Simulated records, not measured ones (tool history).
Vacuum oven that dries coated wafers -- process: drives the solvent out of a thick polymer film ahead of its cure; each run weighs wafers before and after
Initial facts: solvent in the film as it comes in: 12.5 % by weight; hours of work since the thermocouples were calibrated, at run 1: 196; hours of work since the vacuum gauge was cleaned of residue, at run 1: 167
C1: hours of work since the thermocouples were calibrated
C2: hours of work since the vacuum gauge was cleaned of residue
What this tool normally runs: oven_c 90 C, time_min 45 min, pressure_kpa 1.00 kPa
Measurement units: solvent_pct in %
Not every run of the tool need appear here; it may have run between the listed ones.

{"run": 1, "hour": 0.0, "oven_c": 90, "time_min": 45, "pressure_kpa": 1.0, "C1": 196, "C2": 167, "solvent_pct": 0.98}
{"run": 2, "hour": 18.8, "oven_c": 90, "time_min": 45, "pressure_kpa": 1.0, "C1": 206, "C2": 177, "solvent_pct": 0.96}
{"run": 3, "hour": 31.5, "oven_c": 90, "time_min": 45, "pressure_kpa": 1.0, "C1": 213, "C2": 184, "solvent_pct": 0.98}
{"run": 4, "hour": 40.7, "oven_c": 90, "time_min": 33, "pressure_kpa": 1.0, "C1": 218, "C2": 189, "solvent_pct": 1.56}
{"run": 5, "hour": 54.5, "oven_c": 90, "time_min": 45, "pressure_kpa": 2.81, "C1": 225, "C2": 196, "solvent_pct": 1.76}
{"run": 6, "hour": 70.0, "oven_c": 90, "time_min": 38, "pressure_kpa": 1.0, "C1": 233, "C2": 204, "solvent_pct": 1.27}
{"run": 7, "hour": 81.5, "oven_c": 90, "time_min": 38, "pressure_kpa": 1.0, "C1": 239, "C2": 210, "solvent_pct": 1.25}
{"hour": 85.0, "done": "oven's thermocouples calibrated"}
{"run": 8, "hour": 94.4, "oven_c": 86, "time_min": 60, "pressure_kpa": 1.69, "C1": 5, "C2": 216, "solvent_pct": 1.37}
{"run": 9, "hour": 106.2, "oven_c": 90, "time_min": 40, "pressure_kpa": 1.46, "C1": 11, "C2": 223, "solvent_pct": 1.36}
{"run": 10, "hour": 121.1, "oven_c": 81, "time_min": 23, "pressure_kpa": 1.0, "C1": 19, "C2": 231, "solvent_pct": 4.87}
{"run": 11, "hour": 140.5, "oven_c": 90, "time_min": 40, "pressure_kpa": 0.68, "C1": 30, "C2": 241, "solvent_pct": 0.98}

Predict the results of run 12:
{"run": 12, "hour": 160.3, "oven_c": 100, "time_min": 46, "pressure_kpa": 1.46, "C1": 40, "C2": 251, "solvent_pct": "?"}

Run 12 yielded solvent_pct 0.51 %.
With the hidden condition absent and the run-to-run variation left alone, this run would have shown solvent_pct 0.50 %.
